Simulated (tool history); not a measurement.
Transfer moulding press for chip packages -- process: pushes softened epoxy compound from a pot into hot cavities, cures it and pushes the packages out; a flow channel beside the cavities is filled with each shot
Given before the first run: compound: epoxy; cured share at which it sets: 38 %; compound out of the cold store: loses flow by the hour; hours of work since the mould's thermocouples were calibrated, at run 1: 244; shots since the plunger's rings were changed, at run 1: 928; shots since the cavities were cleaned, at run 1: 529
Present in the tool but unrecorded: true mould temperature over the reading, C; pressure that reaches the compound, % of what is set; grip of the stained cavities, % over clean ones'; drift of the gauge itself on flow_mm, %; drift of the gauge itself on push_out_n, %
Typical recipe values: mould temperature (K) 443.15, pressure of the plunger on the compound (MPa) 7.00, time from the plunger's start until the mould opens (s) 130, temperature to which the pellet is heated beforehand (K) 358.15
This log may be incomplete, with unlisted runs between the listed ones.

| run | hour | mould temperature (K) | pressure of the plunger on the compound (MPa) | time from the plunger's start until the mould opens (s) | temperature to which the pellet is heated beforehand (K) | hours of work since the mould's thermocouples were calibrated | shots since the plunger's rings were changed | shots since the cavities were cleaned | incoming compound's hours out of the cold store | length that the compound runs in the flow channel (mm) | greatest force on the pins that push the packages out (N) |
|---|---|---|---|---|---|---|---|---|---|---|---|
| 1 | 0.0 | 443.15 | 7.00 | 130 | 358.15 | 244 | 928 | 529 | 20.5 | 599 | 333 |
| 2 | 13.6 | 443.15 | 7.00 | 156 | 358.15 | 254 | 1065 | 666 | 11.4 | 627 | 285 |
| 3 | 28.7 | 443.15 | 7.00 | 130 | 358.15 | 264 | 1217 | 818 | 44.4 | 537 | 338 |
| 4 | 45.6 | 443.15 | 7.00 | 130 | 358.15 | 276 | 1387 | 988 | 12.9 | 629 | 339 |
| 5 | 61.5 | 443.15 | 7.00 | 130 | 358.15 | 288 | 1548 | 1149 | 43.6 | 532 | 329 |
|  | 68.2 | cavities cleaned with cleaning compound and waxed |
| 6 | 86.2 | 443.15 | 7.00 | 130 | 358.15 | 304 | 1782 | 182 | 21.1 | 602 | 355 |
| 7 | 102.7 | 443.15 | 7.00 | 130 | 358.15 | 316 | 1948 | 348 | 16.4 | 615 | 336 |
| 8 | 114.8 | 443.15 | 7.00 | 130 | 358.15 | 324 | 2070 | 470 | 47.7 | 530 | 306 |
| 9 | 129.6 | 443.15 | 7.00 | 130 | 358.15 | 334 | 2220 | 620 | 18.3 | 610 | 339 |
| 10 | 142.7 | 443.15 | 7.00 | 130 | 358.15 | 344 | 2352 | 752 | 48.0 | 532 | 314 |
| 11 | 155.4 | 443.15 | 7.00 | 130 | 358.15 | 353 | 2479 | 879 | 24.0 | 590 | 358 |
| 12 | 173.2 | 443.15 | 7.00 | 130 | 365.15 | 365 | 2659 | 1059 | 42.6 | 538 | 319 |
| 13 | 186.1 | 443.15 | 7.00 | 130 | 365.15 | 374 | 2788 | 1188 | 42.8 | 537 | 316 |
|  | 188.9 | cavities cleaned with cleaning compound and waxed |
| 14 | 208.6 | 443.15 | 7.00 | 130 | 358.15 | 389 | 3001 | 200 | 26.1 | 580 | 346 |
| 15 | 223.6 | 443.15 | 6.16 | 130 | 358.15 | 400 | 3152 | 351 | 30.8 | 540 | 337 |
| 16 | 234.5 | 443.15 | 6.16 | 130 | 358.15 | 407 | 3261 | 460 | 28.8 | 544 | 332 |
| 17 | 254.7 | 443.15 | 7.00 | 119 | 358.15 | 421 | 3464 | 663 | 8.2 | 641 | 430 |
| 18 | 273.2 | 443.15 | 6.64 | 119 | 352.15 | 434 | 3651 | 850 | 43.4 | 530 | 393 |
| 19 | 290.4 | 443.15 | 6.95 | 137 | 352.15 | 447 | 3825 | 1024 | 16.0 | 615 | 315 |
|  | 309.3 | cavities cleaned with cleaning compound and waxed |
| 20 | 314.1 | 443.15 | 5.53 | 130 | 351.15 | 462 | 4049 | 49 | 13.1 | 557 | 359 |
| 21 | 330.8 | 438.15 | 7.00 | 125 | 364.15 | 474 | 4217 | 217 | 27.1 | 596 | 488 |
| 22 | 340.8 | 438.15 | 8.42 | 140 | 358.15 | 481 | 4318 | 318 | 38.5 | 624 | 385 |
| 23 | 359.1 | 438.15 | 8.42 | 140 | 358.15 | 494 | 4502 | 502 | 43.8 | 607 | 378 |
|  | 370.4 | mould's thermocouples calibrated |
|  | 384.6 | plunger's sealing rings changed |
| 24 | 384.8 | 438.15 | 8.42 | 140 | 358.15 | 8 | 2 | 716 | 16.9 | 689 | 407 |
| 25 | 397.7 | 438.15 | 7.75 | 140 | 358.15 | 18 | 132 | 846 | 17.9 | 660 | 398 |
| 26 | 415.9 | 443.15 | 7.00 | 130 | 354.15 | 30 | 315 | 1029 | 12.7 | 626 | 342 |

Run 27 has not been measured yet. What should we expect?
| 27 | 425.4 | 443.15 | 7.00 | 136 | 352.15 | 37 | 410 | 1124 | 20.0 | ? | ? |

length that the compound runs in the flow channel (mm): 607
greatest force on the pins that push the packages out (N): 318
Without the tool's hidden state the same run would have given length that the compound runs in the flow channel (mm) 607, greatest force on the pins that push the packages out (N) 314.
